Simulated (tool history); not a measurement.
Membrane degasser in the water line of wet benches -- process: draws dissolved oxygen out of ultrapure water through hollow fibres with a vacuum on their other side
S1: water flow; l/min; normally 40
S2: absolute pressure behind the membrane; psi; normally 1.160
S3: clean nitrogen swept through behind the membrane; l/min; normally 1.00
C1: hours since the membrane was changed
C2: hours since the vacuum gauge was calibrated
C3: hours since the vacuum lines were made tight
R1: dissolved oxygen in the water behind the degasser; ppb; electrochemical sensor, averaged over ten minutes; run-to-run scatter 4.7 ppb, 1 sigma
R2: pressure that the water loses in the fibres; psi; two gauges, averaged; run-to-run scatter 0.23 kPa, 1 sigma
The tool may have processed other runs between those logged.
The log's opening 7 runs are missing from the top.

Run 8, day 9.758: usual settings but S3 1.34 l/min; C1 588; C2 2108; C3 4065. Result: R1 399.3 ppb, R2 8.258 psi.
Run 9, day 11.058: usual settings but S3 1.34 l/min; C1 619; C2 2139; C3 4096. Result: R1 391.3 ppb, R2 8.218 psi.
Run 10, day 11.992: usual settings but S3 1.34 l/min; C1 641; C2 2162; C3 4119. Result: R1 396.4 ppb, R2 8.263 psi.
Run 11, day 13.138: usual settings but S3 2.58 l/min; C1 669; C2 2189; C3 4146. Result: R1 267.2 ppb, R2 8.211 psi.
Run 12, day 14.267: usual settings but S3 2.58 l/min; C1 696; C2 2216; C3 4173. Result: R1 277.1 ppb, R2 8.224 psi.
Run 13, day 15.529: usual settings but S3 2.58 l/min; C1 726; C2 2247; C3 4204. Result: R1 275.4 ppb, R2 8.151 psi.
Run 14, day 16.879: usual settings but S3 0.55 l/min; C1 759; C2 2279; C3 4236. Result: R1 673.0 ppb, R2 8.205 psi.
Run 15, day 18.592: usual settings but S3 0.55 l/min; C1 800; C2 2320; C3 4277. Result: R1 671.6 ppb, R2 8.237 psi.
Run 16, day 20.133: usual settings; C1 837; C2 2357; C3 4314. Result: R1 482.4 ppb, R2 8.184 psi.
Run 17, day 21.742: usual settings but S1 57 l/min, S3 0.51 l/min; C1 875; C2 2396; C3 4353. Result: R1 950.9 ppb, R2 11.681 psi.
Run 18, day 23.471: usual settings but S1 57 l/min, S3 0.51 l/min; C1 917; C2 2437; C3 4394. Result: R1 931.8 ppb, R2 11.768 psi.
Run 19, day 24.771: usual settings but S1 57 l/min, S3 0.51 l/min; C1 948; C2 2468; C3 4426. Result: R1 935.9 ppb, R2 11.760 psi.
Run 20, day 25.975: usual settings but S1 48 l/min, S2 2.570 psi, S3 0.51 l/min; C1 977; C2 2497; C3 4454. Result: R1 1918.8 ppb, R2 9.923 psi.
Run 21, day 27.012: usual settings but S1 48 l/min, S2 2.570 psi, S3 0.51 l/min; C1 1002; C2 2522; C3 4479. Result: R1 1942.8 ppb, R2 9.903 psi.
Run 22, day 28.496: usual settings but S1 48 l/min, S2 2.570 psi, S3 0.51 l/min; C1 1038; C2 2558; C3 4515. Result: R1 1951.5 ppb, R2 9.909 psi.
Run 23, day 30.183: usual settings but S1 60 l/min, S2 0.792 psi, S3 2.66 l/min; C1 1078; C2 2598; C3 4555. Result: R1 359.9 ppb, R2 12.285 psi.
Run 24, day 31.900: usual settings but S2 1.649 psi, S3 2.40 l/min; C1 1119; C2 2639; C3 4597. Result: R1 407.8 ppb, R2 8.241 psi.
Run 25, day 32.929: usual settings but S2 1.812 psi, S3 2.15 l/min; C1 1144; C2 2664; C3 4621. Result: R1 475.5 ppb, R2 8.260 psi.
Run 26, day 33.958: usual settings but S1 34 l/min, S2 1.709 psi, S3 0.50 l/min; C1 1169; C2 2689; C3 4646. Result: R1 999.3 ppb, R2 7.011 psi.
Run 27, day 35.479: usual settings but S1 34 l/min, S2 1.709 psi, S3 0.50 l/min; C1 1205; C2 2725; C3 4683. Result: R1 1016.0 ppb, R2 6.997 psi.
Run 28, day 36.933: usual settings but S1 34 l/min, S2 1.709 psi, S3 0.50 l/min; C1 1240; C2 2760; C3 4717. Result: R1 997.0 ppb, R2 6.978 psi.
Run 29, day 38.479: usual settings but S1 45 l/min, S2 1.709 psi, S3 0.94 l/min; C1 1277; C2 2797; C3 4755. Result: R1 847.8 ppb, R2 9.246 psi.
Run 30, day 39.358: usual settings but S1 45 l/min, S2 1.709 psi, S3 0.94 l/min; C1 1298; C2 2818; C3 4776. Result: R1 860.5 ppb, R2 9.259 psi.
Run 31, day 40.158: usual settings but S1 25 l/min, S2 1.175 psi, S3 0.41 l/min; C1 1317; C2 2838; C3 4795. Result: R1 546.3 ppb, R2 5.136 psi.

Consider 3 possible next runs. They are alternatives, not a sequence: every one starts from the tool as it was left by run 31. What does each give?
Run A, day 41.346: usual settings but S1 35 l/min, S2 0.983 psi, S3 0.77 l/min; C1 1346; C2 2866; C3 4823. Result: R1 ?, R2 ?.
Run B, day 41.346: usual settings but S1 51 l/min, S2 2.206 psi; C1 1346; C2 2866; C3 4823. Result: R1 ?, R2 ?.
Run C, day 41.346: usual settings but S2 1.346 psi, S3 2.75 l/min; C1 1346; C2 2866; C3 4823. Result: R1 ?, R2 ?.

run      R1      R2
  A   381.7   7.137
  B  1213.4  10.499
  C   302.1   8.244
With the hidden condition removed and each run's random variation left untouched, the same runs would have given:
run      R1      R2
  A   381.4   7.136
  B  1213.1  10.498
  C   302.0   8.242
